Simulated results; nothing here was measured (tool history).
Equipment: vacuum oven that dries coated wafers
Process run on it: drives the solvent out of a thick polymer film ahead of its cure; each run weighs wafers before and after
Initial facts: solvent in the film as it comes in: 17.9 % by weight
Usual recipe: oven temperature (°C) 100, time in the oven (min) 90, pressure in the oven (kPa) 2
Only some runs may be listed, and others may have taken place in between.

run    hour  oven temperature (°C)  time in the oven (min)  pressure in the oven (kPa)  solvent left in the film (%)
  1       0                    100                      90                           2                          1.81
  2    39.3                    100                      54                           2                          3.83
  3   130.4                    100                      54                           2                          3.81
  4   222.5                    100                      54                           2                          3.85
  5   273.5                    100                      54                           2                          3.89
  6   337.3                    100                      54                           2                          3.89
  7   422.4                    100                      54                           2                          3.92
  8   465.5                    100                      54                        1.31                          3.76
  9   530.7                    100                      54                        1.31                          3.76
      546.6  -- vacuum gauge cleaned of residue and calibrated
 10   621.6                    100                      90                        2.31                           1.9
 11   670.8                    100                      86                           2                             2
 12   750.3                    100                      47                           2                          4.63
 13   830.7                    100                      47                           2                          4.66
 14   891.8                    100                      90                        2.33                          1.95
 15   969.2                    100                      90                           2                          1.88
 16    1041                    100                      90                           2                           1.9
     1070.3  -- oven's thermocouples calibrated
 17  1136.7                    100                      90                           2                          1.72
 18  1205.3                    100                      90                           2                          1.75
 19  1254.2                    100                      90                           2                          1.76
 20  1303.1                    100                      90                           2                          1.76
 21    1368                    100                      54                        3.51                          4.13
 22  1448.2                    111                      54                        3.51                          1.98
 23  1525.3                     87                      54                        3.51                          7.51
 24  1583.6                    115                      98                           2                          0.42
 25  1662.3                    100                     126                        1.41                          0.87
 26  1737.2                     99                     155                        2.48                          0.98
 27  1802.6                     88                      90                        6.79                          5.89
 28  1877.5                     98                      57                        6.79                          5.19
 29  1949.3                     98                      57                        6.79                          5.23
 30  2000.9                     91                      81                        6.79                          5.59
 31  2053.3                     91                      81                        6.79                           5.6
 32  2129.8                    110                      89                           2                          0.79
 33  2187.9                    102                      89                           2                          1.61
 34  2236.3                    114                      89                           2                          0.57
 35  2276.8                     96                     102                         2.5                           2.3
 36  2317.9                    100                      60                           2                          3.49
 37  2386.3                    100                      60                           2                          3.52
 38  2441.9                    100                      60                           2                          3.52
 39  2528.8                     88                      91                           2                          4.46

Forecast each of these 4 alternatives for the next run:
  A  2619.3                    107                      90                           2                             ?
  B  2619.3                    114                      88                        7.68                             ?
  C  2619.3                    109                      91                        1.95                             ?
  D  2619.3                     88                      52                           2                             ?

run  solvent left in the film (%)
  A                          1.03
  B                          1.51
  C                          0.87
  D                          7.25
With the hidden condition removed and each run's random variation left untouched, the same runs would have given:
run  solvent left in the film (%)
  A                          0.83
  B                          1.34
  C                           0.7
  D                          6.71
